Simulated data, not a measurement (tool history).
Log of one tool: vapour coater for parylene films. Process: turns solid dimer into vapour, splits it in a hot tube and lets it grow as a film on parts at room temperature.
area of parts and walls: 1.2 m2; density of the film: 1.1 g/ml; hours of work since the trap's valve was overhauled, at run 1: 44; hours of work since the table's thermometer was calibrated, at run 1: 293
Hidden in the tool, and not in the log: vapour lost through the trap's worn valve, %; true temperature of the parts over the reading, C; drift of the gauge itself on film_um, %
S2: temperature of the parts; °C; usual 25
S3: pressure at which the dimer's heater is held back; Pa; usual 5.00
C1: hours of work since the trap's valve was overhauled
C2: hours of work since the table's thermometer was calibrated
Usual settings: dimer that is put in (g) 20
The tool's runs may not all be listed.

run 1 hour=0.0 | dimer_that_is_put_in_(g)=20 S2=25 S3=5.00 | C1=44 C2=293 | thickness_of_the_film_(µm)=9.27
run 2 hour=37.1 | dimer_that_is_put_in_(g)=20 S2=25 S3=5.00 | C1=63 C2=312 | thickness_of_the_film_(µm)=9.38
run 3 hour=63.0 | dimer_that_is_put_in_(g)=20 S2=25 S3=5.00 | C1=76 C2=325 | thickness_of_the_film_(µm)=9.12
run 4 hour=110.5 | dimer_that_is_put_in_(g)=20 S2=25 S3=5.00 | C1=100 C2=349 | thickness_of_the_film_(µm)=9.16
run 5 hour=150.8 | dimer_that_is_put_in_(g)=20 S2=25 S3=5.00 | C1=120 C2=369 | thickness_of_the_film_(µm)=9.23
run 6 hour=182.9 | dimer_that_is_put_in_(g)=20 S2=29 S3=5.00 | C1=136 C2=385 | thickness_of_the_film_(µm)=7.63
run 7 hour=219.9 | dimer_that_is_put_in_(g)=20 S2=25 S3=4.90 | C1=155 C2=404 | thickness_of_the_film_(µm)=8.98
run 8 hour=254.6 | dimer_that_is_put_in_(g)=20 S2=25 S3=4.90 | C1=172 C2=421 | thickness_of_the_film_(µm)=9.03
run 9 hour=297.4 | dimer_that_is_put_in_(g)=20 S2=28 S3=5.00 | C1=194 C2=443 | thickness_of_the_film_(µm)=7.84
run 10 hour=348.3 | dimer_that_is_put_in_(g)=20 S2=28 S3=5.00 | C1=219 C2=468 | thickness_of_the_film_(µm)=7.71
run 11 hour=371.6 | dimer_that_is_put_in_(g)=20 S2=28 S3=5.00 | C1=231 C2=480 | thickness_of_the_film_(µm)=7.71
run 12 hour=410.9 | dimer_that_is_put_in_(g)=20 S2=25 S3=5.00 | C1=251 C2=500 | thickness_of_the_film_(µm)=8.78
run 13 hour=444.8 | dimer_that_is_put_in_(g)=20 S2=25 S3=5.00 | C1=268 C2=517 | thickness_of_the_film_(µm)=8.74
run 14 hour=493.8 | dimer_that_is_put_in_(g)=20 S2=25 S3=5.00 | C1=293 C2=542 | thickness_of_the_film_(µm)=8.66
-- hour=512.5 trap's valve overhauled
run 15 hour=527.3 | dimer_that_is_put_in_(g)=20 S2=25 S3=5.00 | C1=7 C2=556 | thickness_of_the_film_(µm)=7.88
run 16 hour=574.3 | dimer_that_is_put_in_(g)=20 S2=24 S3=5.00 | C1=31 C2=580 | thickness_of_the_film_(µm)=8.21
run 17 hour=613.9 | dimer_that_is_put_in_(g)=20 S2=24 S3=2.30 | C1=51 C2=600 | thickness_of_the_film_(µm)=9.11
-- hour=663.0 trap's valve overhauled, once more
run 18 hour=669.5 | dimer_that_is_put_in_(g)=20 S2=24 S3=2.30 | C1=3 C2=626 | thickness_of_the_film_(µm)=11.28
run 19 hour=691.8 | dimer_that_is_put_in_(g)=33 S2=25 S3=5.00 | C1=15 C2=637 | thickness_of_the_film_(µm)=15.74
run 20 hour=733.5 | dimer_that_is_put_in_(g)=33 S2=25 S3=5.00 | C1=35 C2=658 | thickness_of_the_film_(µm)=15.74
run 21 hour=779.2 | dimer_that_is_put_in_(g)=33 S2=25 S3=5.00 | C1=58 C2=681 | thickness_of_the_film_(µm)=15.67
run 22 hour=813.5 | dimer_that_is_put_in_(g)=33 S2=19 S3=5.00 | C1=76 C2=698 | thickness_of_the_film_(µm)=20.33
run 23 hour=847.2 | dimer_that_is_put_in_(g)=20 S2=24 S3=5.00 | C1=93 C2=715 | thickness_of_the_film_(µm)=9.80
run 24 hour=876.7 | dimer_that_is_put_in_(g)=20 S2=24 S3=5.00 | C1=108 C2=730 | thickness_of_the_film_(µm)=9.62
run 25 hour=909.8 | dimer_that_is_put_in_(g)=11 S2=19 S3=7.63 | C1=124 C2=747 | thickness_of_the_film_(µm)=6.25
run 26 hour=948.0 | dimer_that_is_put_in_(g)=14 S2=25 S3=5.00 | C1=143 C2=766 | thickness_of_the_film_(µm)=6.43
run 27 hour=983.1 | dimer_that_is_put_in_(g)=20 S2=18 S3=11.99 | C1=161 C2=784 | thickness_of_the_film_(µm)=11.15
run 28 hour=1032.0 | dimer_that_is_put_in_(g)=24 S2=20 S3=2.69 | C1=186 C2=808 | thickness_of_the_film_(µm)=15.07
run 29 hour=1065.1 | dimer_that_is_put_in_(g)=14 S2=20 S3=7.58 | C1=202 C2=825 | thickness_of_the_film_(µm)=7.42
run 30 hour=1100.9 | dimer_that_is_put_in_(g)=14 S2=20 S3=7.58 | C1=220 C2=843 | thickness_of_the_film_(µm)=7.40
run 31 hour=1135.5 | dimer_that_is_put_in_(g)=20 S2=25 S3=2.50 | C1=238 C2=861 | thickness_of_the_film_(µm)=9.85
run 32 hour=1170.5 | dimer_that_is_put_in_(g)=20 S2=25 S3=2.50 | C1=255 C2=878 | thickness_of_the_film_(µm)=9.77
run 33 hour=1202.4 | dimer_that_is_put_in_(g)=20 S2=25 S3=2.50 | C1=272 C2=894 | thickness_of_the_film_(µm)=9.67
run 34 hour=1227.3 | dimer_that_is_put_in_(g)=20 S2=25 S3=2.50 | C1=284 C2=907 | thickness_of_the_film_(µm)=9.61
-- hour=1265.6 trap's valve overhauled
run 35 hour=1280.7 | dimer_that_is_put_in_(g)=27 S2=35 S3=2.19 | C1=8 C2=932 | thickness_of_the_film_(µm)=9.32
run 36 hour=1303.5 | dimer_that_is_put_in_(g)=10 S2=19 S3=5.00 | C1=19 C2=943 | thickness_of_the_film_(µm)=6.31
run 37 hour=1353.2 | dimer_that_is_put_in_(g)=31 S2=32 S3=5.16 | C1=44 C2=968 | thickness_of_the_film_(µm)=10.73
run 38 hour=1401.2 | dimer_that_is_put_in_(g)=18 S2=32 S3=5.00 | C1=68 C2=992 | thickness_of_the_film_(µm)=6.26
run 39 hour=1429.0 | dimer_that_is_put_in_(g)=17 S2=25 S3=5.00 | C1=82 C2=1006 | thickness_of_the_film_(µm)=7.94
run 40 hour=1468.3 | dimer_that_is_put_in_(g)=17 S2=25 S3=5.00 | C1=102 C2=1026 | thickness_of_the_film_(µm)=7.87
run 41 hour=1496.1 | dimer_that_is_put_in_(g)=28 S2=21 S3=11.89 | C1=116 C2=1040 | thickness_of_the_film_(µm)=14.04
run 42 hour=1534.9 | dimer_that_is_put_in_(g)=28 S2=21 S3=11.89 | C1=136 C2=1060 | thickness_of_the_film_(µm)=13.78
run 43 hour=1562.7 | dimer_that_is_put_in_(g)=8 S2=26 S3=3.95 | C1=150 C2=1074 | thickness_of_the_film_(µm)=3.64
run 44 hour=1585.5 | dimer_that_is_put_in_(g)=20 S2=25 S3=2.62 | C1=161 C2=1085 | thickness_of_the_film_(µm)=10.01
run 45 hour=1611.4 | dimer_that_is_put_in_(g)=25 S2=26 S3=5.00 | C1=174 C2=1098 | thickness_of_the_film_(µm)=11.01
run 46 hour=1658.8 | dimer_that_is_put_in_(g)=19 S2=25 S3=5.00 | C1=198 C2=1122 | thickness_of_the_film_(µm)=8.65

The same runs without the tool's hidden state, with the same run-to-run variation:
run=1 thickness_of_the_film_(µm)=9.42
run=2 thickness_of_the_film_(µm)=9.60
run=3 thickness_of_the_film_(µm)=9.37
run=4 thickness_of_the_film_(µm)=9.49
run=5 thickness_of_the_film_(µm)=9.63
run=6 thickness_of_the_film_(µm)=8.00
run=7 thickness_of_the_film_(µm)=9.48
run=8 thickness_of_the_film_(µm)=9.58
run=9 thickness_of_the_film_(µm)=8.39
run=10 thickness_of_the_film_(µm)=8.31
run=11 thickness_of_the_film_(µm)=8.34
run=12 thickness_of_the_film_(µm)=9.56
run=13 thickness_of_the_film_(µm)=9.58
run=14 thickness_of_the_film_(µm)=9.58
run=15 thickness_of_the_film_(µm)=9.55
run=16 thickness_of_the_film_(µm)=10.03
run=17 thickness_of_the_film_(µm)=11.22
run=18 thickness_of_the_film_(µm)=11.18
run=19 thickness_of_the_film_(µm)=15.65
run=20 thickness_of_the_film_(µm)=15.76
run=21 thickness_of_the_film_(µm)=15.82
run=22 thickness_of_the_film_(µm)=20.63
run=23 thickness_of_the_film_(µm)=10.00
run=24 thickness_of_the_film_(µm)=9.87
run=25 thickness_of_the_film_(µm)=6.44
run=26 thickness_of_the_film_(µm)=6.67
run=27 thickness_of_the_film_(µm)=11.64
run=28 thickness_of_the_film_(µm)=15.87
run=29 thickness_of_the_film_(µm)=7.86
run=30 thickness_of_the_film_(µm)=7.89
run=31 thickness_of_the_film_(µm)=10.56
run=32 thickness_of_the_film_(µm)=10.53
run=33 thickness_of_the_film_(µm)=10.47
run=34 thickness_of_the_film_(µm)=10.45
run=35 thickness_of_the_film_(µm)=9.20
run=36 thickness_of_the_film_(µm)=6.25
run=37 thickness_of_the_film_(µm)=10.71
run=38 thickness_of_the_film_(µm)=6.29
run=39 thickness_of_the_film_(µm)=8.02
run=40 thickness_of_the_film_(µm)=8.00
run=41 thickness_of_the_film_(µm)=14.34
run=42 thickness_of_the_film_(µm)=14.17
run=43 thickness_of_the_film_(µm)=3.76
run=44 thickness_of_the_film_(µm)=10.38
run=45 thickness_of_the_film_(µm)=11.46
run=46 thickness_of_the_film_(µm)=9.08
